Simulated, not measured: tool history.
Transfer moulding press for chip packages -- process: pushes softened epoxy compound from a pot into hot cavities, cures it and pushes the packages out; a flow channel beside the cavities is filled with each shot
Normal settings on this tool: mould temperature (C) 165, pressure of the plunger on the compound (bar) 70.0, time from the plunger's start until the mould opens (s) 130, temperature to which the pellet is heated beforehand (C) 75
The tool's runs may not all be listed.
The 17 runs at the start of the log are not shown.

run	hour	mould temperature (C)	pressure of the plunger on the compound (bar)	time from the plunger's start until the mould opens (s)	temperature to which the pellet is heated beforehand (C)	hours of work since the mould's thermocouples were calibrated	shots since the plunger's rings were changed	shots since the cavities were cleaned	incoming compound's hours out of the cold store	length that the compound runs in the flow channel (mm)	greatest force on the pins that push the packages out (N)
18	141.7	168	70.0	164	73	294	1941	181	17.6	702	302
19	150.8	168	60.4	164	73	300	2027	267	40.8	565	312
20	156.7	165	57.0	123	66	304	2082	322	31.3	590	370
21	162.1	165	83.0	143	74	308	2134	374	32.1	703	366
22	170.1	165	79.3	135	75	314	2209	449	21.7	739	367
23	176.4	165	79.3	125	75	318	2269	509	43.3	653	392
24	186.7	165	79.3	125	75	325	2366	606	12.6	773	420
25	195.4	167	79.3	113	75	332	2449	689	24.0	710	427
26	205.1	167	61.4	113	75	338	2541	781	14.3	666	438
# hour 215.3: cavities cleaned with cleaning compound and waxed
27	217.4	167	61.4	113	75	346	2642	19	24.5	617	240
# hour 225.8: mould's thermocouples calibrated
28	231.0	162	81.8	126	66	4	2752	129	14.3	780	336
29	236.3	161	70.0	130	77	7	2802	179	14.9	723	372
30	241.9	161	70.0	130	77	11	2855	232	36.8	631	358

Predict each of these 3 candidate next runs independently; none follows another, all start after run 30:
A	251.0	161	70.4	130	77	18	2941	318	26.8	?	?
B	251.0	169	56.1	130	78	18	2941	318	22.3	?	?
C	251.0	171	70.0	148	77	18	2941	318	26.1	?	?

run	length that the compound runs in the flow channel (mm)	greatest force on the pins that push the packages out (N)
A	671	415
B	604	333
C	655	340
Take away the tool's hidden state, keep each run's random variation, and the runs would have read:
run	length that the compound runs in the flow channel (mm)	greatest force on the pins that push the packages out (N)
A	709	252
B	638	201
C	693	208

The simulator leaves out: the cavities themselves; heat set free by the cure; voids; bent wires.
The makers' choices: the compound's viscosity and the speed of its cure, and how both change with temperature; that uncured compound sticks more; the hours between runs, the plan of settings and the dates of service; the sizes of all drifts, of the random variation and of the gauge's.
